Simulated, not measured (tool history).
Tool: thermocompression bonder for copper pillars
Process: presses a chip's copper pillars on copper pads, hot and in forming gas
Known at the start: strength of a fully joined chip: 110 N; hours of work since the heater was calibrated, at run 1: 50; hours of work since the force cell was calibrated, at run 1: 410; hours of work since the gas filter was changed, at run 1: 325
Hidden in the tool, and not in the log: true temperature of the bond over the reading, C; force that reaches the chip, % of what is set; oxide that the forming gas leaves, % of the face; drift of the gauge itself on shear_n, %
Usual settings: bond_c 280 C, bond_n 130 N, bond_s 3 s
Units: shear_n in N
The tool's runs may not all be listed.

| run | hour | bond_c | bond_n | bond_s | hours of work since the heater was calibrated | hours of work since the force cell was calibrated | hours of work since the gas filter was changed | shear_n |
|---|---|---|---|---|---|---|---|---|
| 1 | 0.0 | 280 | 130 | 3 | 50 | 410 | 325 | 71.1 |
| 2 | 22.1 | 280 | 130 | 3 | 65 | 426 | 341 | 71.6 |
| 3 | 43.3 | 280 | 130 | 3 | 80 | 441 | 356 | 71.7 |
| 4 | 52.4 | 280 | 130 | 3 | 87 | 447 | 363 | 72.0 |
| 5 | 72.1 | 280 | 130 | 3 | 101 | 461 | 377 | 72.3 |
| 6 | 81.4 | 280 | 130 | 3 | 108 | 468 | 383 | 71.6 |
| 7 | 103.2 | 280 | 130 | 3 | 123 | 483 | 399 | 71.6 |
| 8 | 116.2 | 280 | 130 | 8 | 132 | 493 | 408 | 90.3 |
| 9 | 135.6 | 280 | 130 | 8 | 146 | 507 | 422 | 90.6 |
|  | 137.2 | forming gas filter changed |
| 10 | 148.0 | 280 | 111 | 3 | 154 | 515 | 8 | 62.8 |
| 11 | 157.5 | 280 | 111 | 3 | 161 | 522 | 15 | 62.6 |
| 12 | 172.8 | 280 | 111 | 3 | 172 | 533 | 25 | 62.7 |
| 13 | 190.1 | 280 | 111 | 3 | 184 | 545 | 38 | 63.2 |
| 14 | 199.9 | 280 | 111 | 3 | 191 | 552 | 45 | 62.9 |
| 15 | 214.8 | 280 | 130 | 8 | 202 | 563 | 55 | 91.1 |
| 16 | 234.5 | 280 | 90 | 3 | 216 | 577 | 69 | 50.9 |
| 17 | 253.0 | 280 | 90 | 3 | 229 | 590 | 82 | 51.2 |
| 18 | 267.4 | 280 | 82 | 3 | 240 | 600 | 93 | 46.4 |
| 19 | 282.1 | 280 | 130 | 3 | 250 | 610 | 103 | 72.7 |
| 20 | 294.3 | 280 | 130 | 3 | 259 | 619 | 112 | 72.5 |
| 21 | 303.3 | 250 | 83 | 3 | 265 | 626 | 118 | 34.0 |
| 22 | 316.1 | 250 | 83 | 3 | 274 | 635 | 127 | 34.1 |
| 23 | 327.5 | 301 | 171 | 6 | 282 | 643 | 135 | 104.5 |
| 24 | 339.8 | 300 | 171 | 2 | 291 | 651 | 144 | 90.3 |
| 25 | 353.0 | 300 | 171 | 2 | 300 | 661 | 154 | 90.2 |
| 26 | 366.7 | 300 | 171 | 2 | 310 | 671 | 163 | 90.1 |
| 27 | 376.6 | 300 | 171 | 2 | 317 | 678 | 170 | 90.3 |
| 28 | 389.8 | 300 | 171 | 2 | 327 | 687 | 180 | 89.8 |
| 29 | 403.9 | 300 | 171 | 2 | 337 | 697 | 190 | 90.2 |
| 30 | 413.8 | 267 | 134 | 7 | 344 | 704 | 197 | 84.8 |
| 31 | 430.2 | 250 | 193 | 7 | 355 | 716 | 209 | 95.2 |
| 32 | 450.6 | 308 | 117 | 3 | 370 | 730 | 223 | 81.4 |
| 33 | 466.9 | 308 | 117 | 3 | 381 | 742 | 235 | 81.4 |
| 34 | 485.5 | 308 | 117 | 3 | 395 | 755 | 248 | 81.1 |
| 35 | 504.0 | 308 | 117 | 3 | 408 | 768 | 261 | 81.1 |
| 36 | 518.3 | 298 | 181 | 3 | 418 | 778 | 271 | 99.1 |
| 37 | 529.6 | 298 | 141 | 3 | 426 | 786 | 279 | 87.4 |
| 38 | 539.7 | 280 | 112 | 4 | 433 | 794 | 286 | 70.6 |
| 39 | 554.9 | 285 | 112 | 4 | 444 | 805 | 297 | 73.0 |
|  | 560.2 | gauge calibrated |
| 40 | 567.3 | 299 | 159 | 6 | 453 | 813 | 306 | 101.0 |

4 ways to go on from here, each from the tool as it stands after run 40. What would each give?
| A | 578.7 | 295 | 136 | 3 | 461 | 821 | 314 | ? |
| B | 578.7 | 278 | 117 | 2 | 461 | 821 | 314 | ? |
| C | 578.7 | 280 | 130 | 2 | 461 | 821 | 314 | ? |
| D | 578.7 | 299 | 130 | 3 | 461 | 821 | 314 | ? |

| run | shear_n |
|---|---|
| A | 81.6 |
| B | 56.3 |
| C | 63.4 |
| D | 81.0 |
Without the tool's hidden state the same runs would have given:
| run | shear_n |
|---|---|
| A | 81.6 |
| B | 56.3 |
| C | 63.4 |
| D | 81.0 |
